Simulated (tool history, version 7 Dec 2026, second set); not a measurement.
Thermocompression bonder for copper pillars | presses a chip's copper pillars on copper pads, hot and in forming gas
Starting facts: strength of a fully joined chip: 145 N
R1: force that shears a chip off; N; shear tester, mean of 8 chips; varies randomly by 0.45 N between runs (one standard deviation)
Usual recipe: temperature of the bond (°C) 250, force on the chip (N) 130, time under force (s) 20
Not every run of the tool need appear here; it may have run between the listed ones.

{"run": 1, "hour": 0.0, "temperature of the bond (°C)": 250, "force on the chip (N)": 130, "time under force (s)": 20, "R1": 72.3}
{"run": 2, "hour": 74.8, "temperature of the bond (°C)": 250, "force on the chip (N)": 130, "time under force (s)": 20, "R1": 72.1}
{"run": 3, "hour": 131.1, "temperature of the bond (°C)": 250, "force on the chip (N)": 130, "time under force (s)": 20, "R1": 72.6}
{"run": 4, "hour": 203.4, "temperature of the bond (°C)": 250, "force on the chip (N)": 130, "time under force (s)": 20, "R1": 71.8}
{"run": 5, "hour": 258.1, "temperature of the bond (°C)": 263, "force on the chip (N)": 130, "time under force (s)": 20, "R1": 80.4}
{"hour": 323.4, "done": "heater calibrated with a thermocouple chip"}
{"run": 6, "hour": 331.3, "temperature of the bond (°C)": 263, "force on the chip (N)": 130, "time under force (s)": 20, "R1": 88.1}
{"hour": 360.9, "done": "forming gas filter changed"}
{"run": 7, "hour": 433.9, "temperature of the bond (°C)": 250, "force on the chip (N)": 130, "time under force (s)": 58, "R1": 108.3}
{"run": 8, "hour": 490.3, "temperature of the bond (°C)": 250, "force on the chip (N)": 130, "time under force (s)": 58, "R1": 110.2}
{"run": 9, "hour": 534.8, "temperature of the bond (°C)": 250, "force on the chip (N)": 130, "time under force (s)": 58, "R1": 108.5}
{"run": 10, "hour": 630.6, "temperature of the bond (°C)": 250, "force on the chip (N)": 175, "time under force (s)": 20, "R1": 95.7}
{"run": 11, "hour": 716.2, "temperature of the bond (°C)": 250, "force on the chip (N)": 130, "time under force (s)": 20, "R1": 79.9}
{"run": 12, "hour": 759.7, "temperature of the bond (°C)": 250, "force on the chip (N)": 130, "time under force (s)": 20, "R1": 79.5}
{"run": 13, "hour": 821.3, "temperature of the bond (°C)": 250, "force on the chip (N)": 84, "time under force (s)": 20, "R1": 57.7}
{"run": 14, "hour": 873.2, "temperature of the bond (°C)": 250, "force on the chip (N)": 84, "time under force (s)": 20, "R1": 57.4}
{"run": 15, "hour": 914.5, "temperature of the bond (°C)": 226, "force on the chip (N)": 84, "time under force (s)": 20, "R1": 43.7}
{"run": 16, "hour": 976.3, "temperature of the bond (°C)": 226, "force on the chip (N)": 84, "time under force (s)": 20, "R1": 43.1}
{"run": 17, "hour": 1063.2, "temperature of the bond (°C)": 226, "force on the chip (N)": 84, "time under force (s)": 20, "R1": 42.8}
{"run": 18, "hour": 1133.3, "temperature of the bond (°C)": 250, "force on the chip (N)": 130, "time under force (s)": 20, "R1": 76.2}
{"run": 19, "hour": 1229.2, "temperature of the bond (°C)": 277, "force on the chip (N)": 130, "time under force (s)": 20, "R1": 94.3}
{"run": 20, "hour": 1306.3, "temperature of the bond (°C)": 277, "force on the chip (N)": 130, "time under force (s)": 20, "R1": 94.0}
{"hour": 1316.8, "done": "force cell calibrated"}
{"run": 21, "hour": 1385.0, "temperature of the bond (°C)": 231, "force on the chip (N)": 146, "time under force (s)": 20, "R1": 68.8}
{"hour": 1406.9, "done": "forming gas filter changed"}
{"run": 22, "hour": 1474.0, "temperature of the bond (°C)": 235, "force on the chip (N)": 122, "time under force (s)": 38, "R1": 80.0}
{"run": 23, "hour": 1551.2, "temperature of the bond (°C)": 272, "force on the chip (N)": 128, "time under force (s)": 19, "R1": 90.5}
{"run": 24, "hour": 1618.2, "temperature of the bond (°C)": 270, "force on the chip (N)": 79, "time under force (s)": 49, "R1": 88.6}
{"run": 25, "hour": 1662.9, "temperature of the bond (°C)": 250, "force on the chip (N)": 130, "time under force (s)": 20, "R1": 77.2}
{"run": 26, "hour": 1737.0, "temperature of the bond (°C)": 250, "force on the chip (N)": 130, "time under force (s)": 20, "R1": 76.4}
{"run": 27, "hour": 1799.5, "temperature of the bond (°C)": 250, "force on the chip (N)": 130, "time under force (s)": 20, "R1": 76.0}
{"run": 28, "hour": 1897.8, "temperature of the bond (°C)": 250, "force on the chip (N)": 130, "time under force (s)": 20, "R1": 76.2}
{"hour": 1917.3, "done": "force cell calibrated, once more"}
{"run": 29, "hour": 1969.8, "temperature of the bond (°C)": 250, "force on the chip (N)": 130, "time under force (s)": 20, "R1": 72.3}
{"run": 30, "hour": 2022.7, "temperature of the bond (°C)": 250, "force on the chip (N)": 130, "time under force (s)": 20, "R1": 72.2}
{"run": 31, "hour": 2081.4, "temperature of the bond (°C)": 267, "force on the chip (N)": 130, "time under force (s)": 20, "R1": 83.0}
{"hour": 2113.9, "done": "heater calibrated with a thermocouple chip"}
{"run": 32, "hour": 2169.3, "temperature of the bond (°C)": 267, "force on the chip (N)": 130, "time under force (s)": 20, "R1": 90.5}
{"run": 33, "hour": 2220.1, "temperature of the bond (°C)": 267, "force on the chip (N)": 130, "time under force (s)": 20, "R1": 90.1}
{"run": 34, "hour": 2306.8, "temperature of the bond (°C)": 267, "force on the chip (N)": 130, "time under force (s)": 20, "R1": 89.2}
{"run": 35, "hour": 2381.4, "temperature of the bond (°C)": 267, "force on the chip (N)": 130, "time under force (s)": 20, "R1": 88.3}
{"run": 36, "hour": 2426.9, "temperature of the bond (°C)": 255, "force on the chip (N)": 128, "time under force (s)": 16, "R1": 73.7}
{"hour": 2455.5, "done": "forming gas filter changed"}
{"run": 37, "hour": 2516.5, "temperature of the bond (°C)": 255, "force on the chip (N)": 128, "time under force (s)": 16, "R1": 77.2}
{"run": 38, "hour": 2599.0, "temperature of the bond (°C)": 255, "force on the chip (N)": 128, "time under force (s)": 16, "R1": 75.9}
{"run": 39, "hour": 2667.2, "temperature of the bond (°C)": 255, "force on the chip (N)": 128, "time under force (s)": 16, "R1": 75.2}
{"run": 40, "hour": 2761.7, "temperature of the bond (°C)": 250, "force on the chip (N)": 97, "time under force (s)": 54, "R1": 88.0}

3 options for the next run, each taken on its own from the tool as it stands now. Forecast them:
{"run": "A", "hour": 2858.0, "temperature of the bond (°C)": 250, "force on the chip (N)": 155, "time under force (s)": 42, "R1": "?"}
{"run": "B", "hour": 2858.0, "temperature of the bond (°C)": 275, "force on the chip (N)": 130, "time under force (s)": 20, "R1": "?"}
{"run": "C", "hour": 2858.0, "temperature of the bond (°C)": 276, "force on the chip (N)": 97, "time under force (s)": 54, "R1": "?"}

run=A R1=105.3
run=B R1=94.4
run=C R1=104.9
With the hidden condition removed and each run's random variation left untouched, the same runs would have given:
run=A R1=109.3
run=B R1=98.0
run=C R1=108.6
